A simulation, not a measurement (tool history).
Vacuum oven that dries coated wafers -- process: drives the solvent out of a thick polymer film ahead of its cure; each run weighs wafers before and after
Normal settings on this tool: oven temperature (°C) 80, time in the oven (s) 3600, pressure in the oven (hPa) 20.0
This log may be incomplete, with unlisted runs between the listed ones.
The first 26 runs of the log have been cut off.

run     day  oven temperature (°C)  time in the oven (s)  pressure in the oven (hPa)  hours of work since the thermocouples were calibrated  hours of work since the vacuum gauge was cleaned of residue  solvent left in the film (%)
 27  12.162                     70                  3120                        11.5                                                    189                                                           34                          4.10
     12.425  -- vacuum gauge cleaned of residue and calibrated, once more
 28  12.642                     93                  2760                        11.5                                                    194                                                            2                          0.60
 29  13.254                     68                  1860                        13.3                                                    200                                                            8                          7.26
 30  13.912                     80                  1860                        13.3                                                    207                                                           15                          3.93
 31  14.479                     67                  2040                        17.4                                                    212                                                           21                          7.25
 32  14.775                     80                  2880                        73.8                                                    215                                                           24                          4.65
 33  15.083                     85                  3600                        10.5                                                    219                                                           27                          0.82
 34  15.658                     81                  3600                        28.6                                                    224                                                           33                          2.02
 35  16.308                     81                  3600                        28.6                                                    231                                                           40                          1.96
 36  16.725                     81                  3600                        28.6                                                    235                                                           44                          1.99
 37  17.242                     80                  4680                        65.3                                                    240                                                           49                          3.30
 38  17.671                     80                  4680                        37.5                                                    245                                                           53                          2.01
 39  18.292                     85                  2100                        20.0                                                    251                                                           60                          2.59

Forecast each of these 4 alternatives for the next run:
  A  18.612                     80                  1920                        20.0                                                    254                                                           63                             ?
  B  18.612                     80                  2880                        20.0                                                    254                                                           63                             ?
  C  18.612                     80                  3600                        17.9                                                    254                                                           63                             ?
  D  18.612                     80                  2700                        20.0                                                    254                                                           63                             ?

run  solvent left in the film (%)
  A                          4.12
  B                          2.42
  C                          1.62
  D                          2.56
Take away the tool's hidden state, keep each run's random variation, and the runs would have read:
run  solvent left in the film (%)
  A                          4.16
  B                          2.44
  C                          1.63
  D                          2.59
